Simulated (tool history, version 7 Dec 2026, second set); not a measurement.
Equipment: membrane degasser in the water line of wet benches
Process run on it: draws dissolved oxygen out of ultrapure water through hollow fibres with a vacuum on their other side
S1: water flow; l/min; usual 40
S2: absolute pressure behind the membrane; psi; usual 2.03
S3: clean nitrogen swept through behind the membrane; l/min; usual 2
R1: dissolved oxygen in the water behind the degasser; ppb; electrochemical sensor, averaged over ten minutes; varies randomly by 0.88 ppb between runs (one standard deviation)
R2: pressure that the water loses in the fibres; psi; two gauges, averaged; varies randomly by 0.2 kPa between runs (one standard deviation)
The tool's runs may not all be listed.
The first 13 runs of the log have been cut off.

run    hour  S1    S2    S3      R1     R2
 14  1711.5  40  2.13  3.72   287.8  6.197
 15  1898.2  40  2.13  3.72   287.8   6.17
 16  2034.3  40  2.13  3.72   288.6  6.142
 17  2199.4  40  2.99  4.13   388.1  6.183
 18  2369.6  32  1.44     2   242.2  4.924
 19  2545.9  32  1.44     2   240.8  4.956
 20    2634  32  1.44  1.92   249.4   4.91
 21  2764.4  50  4.42  1.27  1785.8  7.699
 22  2922.4  27  4.42   1.1  1262.3  4.193

The next listed run, before its measurement:
 23  3107  39  1.64  1.64   ?   ?

R1: 407.8 ppb
R2: 6.003 psi
With no hidden state in the tool, this same run would have given R1 407.7 ppb, R2 6.002 psi.
